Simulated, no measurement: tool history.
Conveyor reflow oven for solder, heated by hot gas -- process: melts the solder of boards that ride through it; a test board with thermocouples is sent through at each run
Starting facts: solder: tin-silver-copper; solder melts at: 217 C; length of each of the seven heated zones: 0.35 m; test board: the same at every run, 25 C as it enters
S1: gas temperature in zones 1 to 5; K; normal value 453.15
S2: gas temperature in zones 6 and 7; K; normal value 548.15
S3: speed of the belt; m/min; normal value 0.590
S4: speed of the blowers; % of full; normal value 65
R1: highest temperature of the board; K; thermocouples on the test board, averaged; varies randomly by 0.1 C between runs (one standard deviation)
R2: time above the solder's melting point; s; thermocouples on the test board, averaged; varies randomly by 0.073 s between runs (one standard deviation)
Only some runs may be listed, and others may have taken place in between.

run 1 hour=0.0 | S1=453.15 S2=548.15 S3=0.590 S4=65 | R1=535.35 R2=61.85
run 2 hour=9.0 | S1=453.15 S2=548.15 S3=0.590 S4=65 | R1=535.05 R2=61.72
run 3 hour=25.9 | S1=453.15 S2=548.15 S3=0.590 S4=65 | R1=535.05 R2=61.65
run 4 hour=40.3 | S1=453.15 S2=548.15 S3=0.590 S4=53 | R1=532.75 R2=60.13
run 5 hour=57.1 | S1=453.15 S2=548.15 S3=0.590 S4=53 | R1=532.55 R2=59.92
run 6 hour=67.2 | S1=450.15 S2=548.15 S3=0.590 S4=65 | R1=534.55 R2=60.19
run 7 hour=80.1 | S1=453.15 S2=548.15 S3=0.590 S4=65 | R1=534.85 R2=61.42
run 8 hour=92.4 | S1=453.15 S2=548.15 S3=0.590 S4=65 | R1=534.65 R2=61.56
-- hour=98.5 flux residue cleaned out of gas plates and filters
run 9 hour=104.9 | S1=453.15 S2=547.15 S3=0.590 S4=65 | R1=533.35 R2=60.78
run 10 hour=114.1 | S1=453.15 S2=548.15 S3=0.590 S4=65 | R1=534.25 R2=61.16
run 11 hour=121.5 | S1=453.15 S2=548.15 S3=0.508 S4=65 | R1=538.25 R2=73.98
-- hour=131.6 flux residue cleaned out of gas plates and filters, once more
run 12 hour=134.7 | S1=453.15 S2=548.15 S3=0.508 S4=65 | R1=539.65 R2=75.00
run 13 hour=144.8 | S1=453.15 S2=548.15 S3=0.508 S4=65 | R1=539.65 R2=74.90
run 14 hour=158.5 | S1=453.15 S2=548.15 S3=0.508 S4=65 | R1=539.65 R2=74.78
run 15 hour=173.7 | S1=453.15 S2=548.15 S3=0.508 S4=65 | R1=539.55 R2=74.83
run 16 hour=188.7 | S1=453.15 S2=548.15 S3=0.508 S4=65 | R1=539.45 R2=74.85
run 17 hour=200.2 | S1=453.15 S2=548.15 S3=0.517 S4=65 | R1=539.05 R2=73.36
run 18 hour=213.7 | S1=453.15 S2=548.15 S3=0.663 S4=65 | R1=532.45 R2=53.39
run 19 hour=221.0 | S1=453.15 S2=548.15 S3=0.580 S4=65 | R1=536.15 R2=63.56
run 20 hour=232.2 | S1=453.15 S2=548.15 S3=0.580 S4=65 | R1=536.15 R2=63.51
run 21 hour=242.0 | S1=448.15 S2=548.15 S3=0.580 S4=56 | R1=533.45 R2=60.45
run 22 hour=249.4 | S1=453.15 S2=559.15 S3=0.590 S4=65 | R1=545.65 R2=66.48
run 23 hour=257.6 | S1=452.15 S2=547.15 S3=0.518 S4=50 | R1=534.85 R2=70.48
run 24 hour=266.2 | S1=452.15 S2=547.15 S3=0.518 S4=50 | R1=535.05 R2=70.39
run 25 hour=274.1 | S1=452.15 S2=547.15 S3=0.518 S4=57 | R1=536.35 R2=71.32
run 26 hour=284.5 | S1=452.15 S2=547.15 S3=0.518 S4=57 | R1=536.35 R2=71.28
run 27 hour=301.9 | S1=453.15 S2=537.15 S3=0.668 S4=81 | R1=524.45 R2=49.66
run 28 hour=310.9 | S1=453.15 S2=558.15 S3=0.590 S4=55 | R1=542.45 R2=65.00
run 29 hour=326.8 | S1=453.15 S2=549.15 S3=0.590 S4=65 | R1=536.35 R2=62.42
run 30 hour=336.1 | S1=439.15 S2=549.15 S3=0.590 S4=68 | R1=534.75 R2=57.51

Selected run-to-run steps in R1, each split into two signed amounts: the part the tool would show with no hidden state at all (from settings, incoming material and random variation), and the remainder, which goes to the hidden state together with any gauge scatter not common to the measured and the hidden-state-free results:
Hidden state at play: heat that the gas passes to the board, % of a clean oven's; belt's true speed, % of the reading; true gas temperature in zones 6 and 7 over the reading, C; drift of the gauge itself on peak_c, C; drift of the gauge itself on liquid_s, %.
Run 10 -> 11: S3 0.590 -> 0.508. R1 +4.00 K: hidden state +0.40, all else +3.60.
Run 11 -> 12: flux residue cleaned out of gas plates and filters, once more. R1 +1.40 K: hidden state +1.40, all else +0.00.
Run 21 -> 22: S1 448.15 -> 453.15, S2 548.15 -> 559.15, S3 0.580 -> 0.590, S4 56 -> 65. R1 +12.20 K: hidden state +0.00, all else +12.20.
Run 26 -> 27: S1 452.15 -> 453.15, S2 547.15 -> 537.15, S3 0.518 -> 0.668, S4 57 -> 81. R1 -11.90 K: hidden state -0.40, all else -11.50.
Run 27 -> 28: S2 537.15 -> 558.15, S3 0.668 -> 0.590, S4 81 -> 55. R1 +18.00 K: hidden state +0.10, all else +17.90.
